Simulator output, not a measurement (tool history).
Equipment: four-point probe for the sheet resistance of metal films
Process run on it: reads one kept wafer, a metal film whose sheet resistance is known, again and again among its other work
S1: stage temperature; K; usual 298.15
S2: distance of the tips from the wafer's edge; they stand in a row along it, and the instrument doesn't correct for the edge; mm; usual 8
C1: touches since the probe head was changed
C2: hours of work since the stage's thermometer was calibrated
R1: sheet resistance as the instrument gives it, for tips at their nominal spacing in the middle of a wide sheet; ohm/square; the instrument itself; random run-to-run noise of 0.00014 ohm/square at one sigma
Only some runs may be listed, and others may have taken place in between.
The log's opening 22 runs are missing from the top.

run     day      S1  S2     C1   C2        R1
 23  15.812  297.15   8  45053   39  0.706805
 24  16.262  297.15   8  45490   45  0.707027
 25  17.083  294.15   6  46288   56  0.711669
 26  17.692  295.15  67  46880   65  0.700853
 27  18.154  295.15  67  47329   71  0.701063
     18.942  -- stage's thermometer calibrated, once more
 28  19.171  302.15  26  48296    3  0.699846
 29  20.175  303.15  14  49274   17  0.701097
 30  20.958  307.15  73  50032   28  0.698500
 31  21.950  307.15  73  50999   42  0.698288
 32  22.475  307.15   4  51510   49  0.720867
 33  23.079  295.15  45  52094   58  0.700472
 34  23.821  307.15  59  52817   68  0.698389
 35  24.417  307.15  59  53395   76  0.698547
 36  25.138  293.15  16  54097   86  0.701886
 37  25.912  301.15  30  54848   97  0.699718
 38  26.583  293.15   6  55500  106  0.710557
 39  27.117  293.15   6  56021  114  0.710835
 40  27.979  293.15   6  56860  126  0.710780
 41  28.596  305.15  23  57460  134  0.699249
 42  29.421  299.15  12  58262  146  0.702048
 43  30.000  299.15  12  58824  154  0.702250
 44  30.742  303.15   8  59546  164  0.704754
 45  31.342  303.15  13  60127  172  0.700884
 46  32.108  303.15   8  60875  183  0.704707

Here are 3 independent what-if runs from the current tool condition. What would each one return?
  A  32.762  292.15   5  61508  192   ?
  B  32.762  303.15  26  61508  192   ?
  C  32.762  294.15  19  61508  192   ?

run        R1
  A  0.715189
  B  0.699197
  C  0.701587
What these runs would have given with no unlogged condition in the tool:
run        R1
  A  0.716723
  B  0.700702
  C  0.703094
